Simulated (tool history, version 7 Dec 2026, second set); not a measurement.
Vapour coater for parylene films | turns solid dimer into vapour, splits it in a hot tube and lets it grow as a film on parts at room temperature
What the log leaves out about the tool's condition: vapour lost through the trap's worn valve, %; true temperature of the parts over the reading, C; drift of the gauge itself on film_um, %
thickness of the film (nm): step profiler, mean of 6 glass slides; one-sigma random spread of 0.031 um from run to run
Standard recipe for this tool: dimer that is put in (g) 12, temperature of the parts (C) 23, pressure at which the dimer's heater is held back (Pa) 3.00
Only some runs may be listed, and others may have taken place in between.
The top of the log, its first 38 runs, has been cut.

run	hour	dimer that is put in (g)	temperature of the parts (C)	pressure at which the dimer's heater is held back (Pa)	hours of work since the trap's valve was overhauled	hours of work since the table's thermometer was calibrated	thickness of the film (nm)
39	823.5	11	30	4.81	126	754	2100
40	843.7	11	30	4.81	141	769	2080
41	870.0	11	30	4.81	160	788	2060
42	891.2	11	30	4.81	175	803	2030
43	904.7	17	24	6.86	185	813	3400
44	931.4	17	24	6.86	205	833	3330
45	956.5	17	24	6.86	223	851	3290
# hour 969.9: trap's valve overhauled
46	973.5	10	24	6.86	3	861	2200
47	998.8	10	21	3.00	21	879	2550

Predict each of these 4 candidate next runs independently; none follows another, all start after run 47:
A	1019.9	12	24	3.31	36	894	?
B	1019.9	9	23	3.00	36	894	?
C	1019.9	10	15	3.00	36	894	?
D	1019.9	12	32	8.22	36	894	?

run	thickness of the film (nm)
A	2840
B	2160
C	2790
D	2180
Stripped of hidden state, with their random variation kept, the same runs would have yielded:
run	thickness of the film (nm)
A	2890
B	2190
C	2840
D	2220

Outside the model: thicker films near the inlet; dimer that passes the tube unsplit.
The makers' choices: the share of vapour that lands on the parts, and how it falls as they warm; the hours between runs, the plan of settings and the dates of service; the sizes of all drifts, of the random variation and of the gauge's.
